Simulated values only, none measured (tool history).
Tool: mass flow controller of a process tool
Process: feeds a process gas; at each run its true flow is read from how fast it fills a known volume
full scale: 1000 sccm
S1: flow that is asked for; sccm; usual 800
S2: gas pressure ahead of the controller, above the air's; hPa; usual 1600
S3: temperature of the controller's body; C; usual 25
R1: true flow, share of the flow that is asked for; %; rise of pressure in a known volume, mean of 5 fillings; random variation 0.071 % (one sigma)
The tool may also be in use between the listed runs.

{"run": 1, "hour": 0.0, "S1": 800, "S2": 1600, "S3": 25, "R1": 99.47}
{"run": 2, "hour": 48.7, "S1": 800, "S2": 1600, "S3": 25, "R1": 99.57}
{"run": 3, "hour": 127.1, "S1": 800, "S2": 1600, "S3": 25, "R1": 99.41}
{"run": 4, "hour": 171.8, "S1": 800, "S2": 1600, "S3": 25, "R1": 99.42}
{"run": 5, "hour": 209.3, "S1": 800, "S2": 1600, "S3": 25, "R1": 99.35}
{"run": 6, "hour": 264.4, "S1": 800, "S2": 1600, "S3": 25, "R1": 99.46}
{"run": 7, "hour": 312.4, "S1": 800, "S2": 2510, "S3": 25, "R1": 99.83}
{"run": 8, "hour": 367.9, "S1": 800, "S2": 2670, "S3": 25, "R1": 99.91}
{"run": 9, "hour": 422.2, "S1": 117, "S2": 1600, "S3": 25, "R1": 98.05}
{"run": 10, "hour": 464.8, "S1": 117, "S2": 1600, "S3": 25, "R1": 98.07}
{"run": 11, "hour": 538.9, "S1": 117, "S2": 1600, "S3": 25, "R1": 98.06}
{"run": 12, "hour": 610.4, "S1": 800, "S2": 1600, "S3": 26, "R1": 99.36}
{"run": 13, "hour": 687.7, "S1": 800, "S2": 1600, "S3": 28, "R1": 99.25}
{"run": 14, "hour": 736.9, "S1": 800, "S2": 1600, "S3": 25, "R1": 99.43}
{"run": 15, "hour": 811.0, "S1": 800, "S2": 1600, "S3": 25, "R1": 99.51}
{"run": 16, "hour": 872.7, "S1": 349, "S2": 1570, "S3": 33, "R1": 97.91}
{"run": 17, "hour": 907.1, "S1": 800, "S2": 1430, "S3": 33, "R1": 98.89}
{"run": 18, "hour": 971.1, "S1": 800, "S2": 1430, "S3": 33, "R1": 98.94}
{"run": 19, "hour": 1029.4, "S1": 931, "S2": 2120, "S3": 37, "R1": 99.09}
{"run": 20, "hour": 1079.4, "S1": 800, "S2": 2150, "S3": 36, "R1": 98.81}
{"run": 21, "hour": 1144.1, "S1": 800, "S2": 2150, "S3": 36, "R1": 98.95}
{"run": 22, "hour": 1209.8, "S1": 104, "S2": 1430, "S3": 27, "R1": 97.78}
{"run": 23, "hour": 1263.7, "S1": 104, "S2": 1430, "S3": 27, "R1": 97.86}
{"run": 24, "hour": 1311.3, "S1": 104, "S2": 1430, "S3": 27, "R1": 97.82}
{"run": 25, "hour": 1351.6, "S1": 800, "S2": 2750, "S3": 25, "R1": 99.81}
{"run": 26, "hour": 1432.5, "S1": 301, "S2": 2350, "S3": 25, "R1": 98.77}
{"run": 27, "hour": 1509.6, "S1": 263, "S2": 1620, "S3": 25, "R1": 98.39}
{"run": 28, "hour": 1555.4, "S1": 263, "S2": 2170, "S3": 21, "R1": 98.81}
{"run": 29, "hour": 1610.8, "S1": 573, "S2": 1650, "S3": 28, "R1": 98.93}
{"run": 30, "hour": 1676.3, "S1": 162, "S2": 2510, "S3": 25, "R1": 98.58}

5 ways to go on from here, each from the tool as it stands after run 30. What would each give?
{"run": "A", "hour": 1712.8, "S1": 800, "S2": 1830, "S3": 33, "R1": "?"}
{"run": "B", "hour": 1712.8, "S1": 800, "S2": 2020, "S3": 29, "R1": "?"}
{"run": "C", "hour": 1712.8, "S1": 547, "S2": 1850, "S3": 27, "R1": "?"}
{"run": "D", "hour": 1712.8, "S1": 228, "S2": 1600, "S3": 25, "R1": "?"}
{"run": "E", "hour": 1712.8, "S1": 800, "S2": 1420, "S3": 36, "R1": "?"}

run=A R1=98.98
run=B R1=99.39
run=C R1=98.92
run=D R1=98.34
run=E R1=98.87
Without the tool's hidden state the same runs would have given:
run=A R1=98.98
run=B R1=99.39
run=C R1=98.92
run=D R1=98.34
run=E R1=98.87

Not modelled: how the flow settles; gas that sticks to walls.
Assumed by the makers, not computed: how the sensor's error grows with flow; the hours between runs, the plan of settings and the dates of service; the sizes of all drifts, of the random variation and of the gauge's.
